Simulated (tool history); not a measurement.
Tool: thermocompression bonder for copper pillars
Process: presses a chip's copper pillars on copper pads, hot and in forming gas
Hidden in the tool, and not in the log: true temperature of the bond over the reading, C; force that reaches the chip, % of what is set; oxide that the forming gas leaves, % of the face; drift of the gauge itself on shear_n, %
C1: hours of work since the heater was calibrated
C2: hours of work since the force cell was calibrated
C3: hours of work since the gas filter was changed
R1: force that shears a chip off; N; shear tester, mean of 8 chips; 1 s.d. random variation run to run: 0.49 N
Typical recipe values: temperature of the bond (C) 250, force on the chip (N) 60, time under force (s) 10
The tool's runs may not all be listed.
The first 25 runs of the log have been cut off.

{"hour": 1092.3, "done": "heater calibrated with a thermocouple chip, once more"}
{"run": 26, "hour": 1102.2, "temperature of the bond (C)": 238, "force on the chip (N)": 47, "time under force (s)": 9, "C1": 5, "C2": 827, "C3": 208, "R1": 36.1}
{"run": 27, "hour": 1142.3, "temperature of the bond (C)": 235, "force on the chip (N)": 63, "time under force (s)": 9, "C1": 26, "C2": 847, "C3": 229, "R1": 38.4}
{"run": 28, "hour": 1189.3, "temperature of the bond (C)": 235, "force on the chip (N)": 63, "time under force (s)": 9, "C1": 51, "C2": 872, "C3": 253, "R1": 38.5}
{"run": 29, "hour": 1216.4, "temperature of the bond (C)": 243, "force on the chip (N)": 60, "time under force (s)": 8, "C1": 65, "C2": 886, "C3": 267, "R1": 43}
{"run": 30, "hour": 1278.3, "temperature of the bond (C)": 261, "force on the chip (N)": 48, "time under force (s)": 7, "C1": 97, "C2": 918, "C3": 300, "R1": 48.8}
{"hour": 1324.9, "done": "forming gas filter changed"}
{"run": 31, "hour": 1327.6, "temperature of the bond (C)": 261, "force on the chip (N)": 48, "time under force (s)": 7, "C1": 122, "C2": 944, "C3": 1, "R1": 53}
{"run": 32, "hour": 1367.0, "temperature of the bond (C)": 261, "force on the chip (N)": 48, "time under force (s)": 11, "C1": 143, "C2": 964, "C3": 22, "R1": 62.2}
{"run": 33, "hour": 1428.2, "temperature of the bond (C)": 272, "force on the chip (N)": 48, "time under force (s)": 14, "C1": 175, "C2": 996, "C3": 54, "R1": 78.6}
{"run": 34, "hour": 1463.7, "temperature of the bond (C)": 272, "force on the chip (N)": 48, "time under force (s)": 17, "C1": 193, "C2": 1015, "C3": 72, "R1": 84.5}
{"run": 35, "hour": 1520.7, "temperature of the bond (C)": 273, "force on the chip (N)": 48, "time under force (s)": 17, "C1": 223, "C2": 1044, "C3": 102, "R1": 84.2}
{"run": 36, "hour": 1572.1, "temperature of the bond (C)": 273, "force on the chip (N)": 48, "time under force (s)": 17, "C1": 250, "C2": 1071, "C3": 129, "R1": 83.8}
{"run": 37, "hour": 1610.3, "temperature of the bond (C)": 273, "force on the chip (N)": 48, "time under force (s)": 21, "C1": 270, "C2": 1091, "C3": 149, "R1": 89.8}
{"run": 38, "hour": 1636.7, "temperature of the bond (C)": 274, "force on the chip (N)": 81, "time under force (s)": 20, "C1": 283, "C2": 1105, "C3": 162, "R1": 104.9}
{"run": 39, "hour": 1664.7, "temperature of the bond (C)": 226, "force on the chip (N)": 60, "time under force (s)": 5, "C1": 298, "C2": 1119, "C3": 177, "R1": 24.1}

Consider 4 possible next runs. They are alternatives, not a sequence: every one starts from the tool as it was left by run 39. What does each give?
{"run": "A", "hour": 1689.5, "temperature of the bond (C)": 240, "force on the chip (N)": 60, "time under force (s)": 5, "C1": 311, "C2": 1132, "C3": 190, "R1": "?"}
{"run": "B", "hour": 1689.5, "temperature of the bond (C)": 250, "force on the chip (N)": 47, "time under force (s)": 10, "C1": 311, "C2": 1132, "C3": 190, "R1": "?"}
{"run": "C", "hour": 1689.5, "temperature of the bond (C)": 229, "force on the chip (N)": 38, "time under force (s)": 8, "C1": 311, "C2": 1132, "C3": 190, "R1": "?"}
{"run": "D", "hour": 1689.5, "temperature of the bond (C)": 233, "force on the chip (N)": 75, "time under force (s)": 29, "C1": 311, "C2": 1132, "C3": 190, "R1": "?"}

run=A R1=32.2
run=B R1=46.6
run=C R1=24.1
run=D R1=63
The same runs, with their run-to-run variation unchanged, on a tool lacking any hidden condition would have given:
run=A R1=33.1
run=B R1=47.8
run=C R1=24.8
run=D R1=64.7
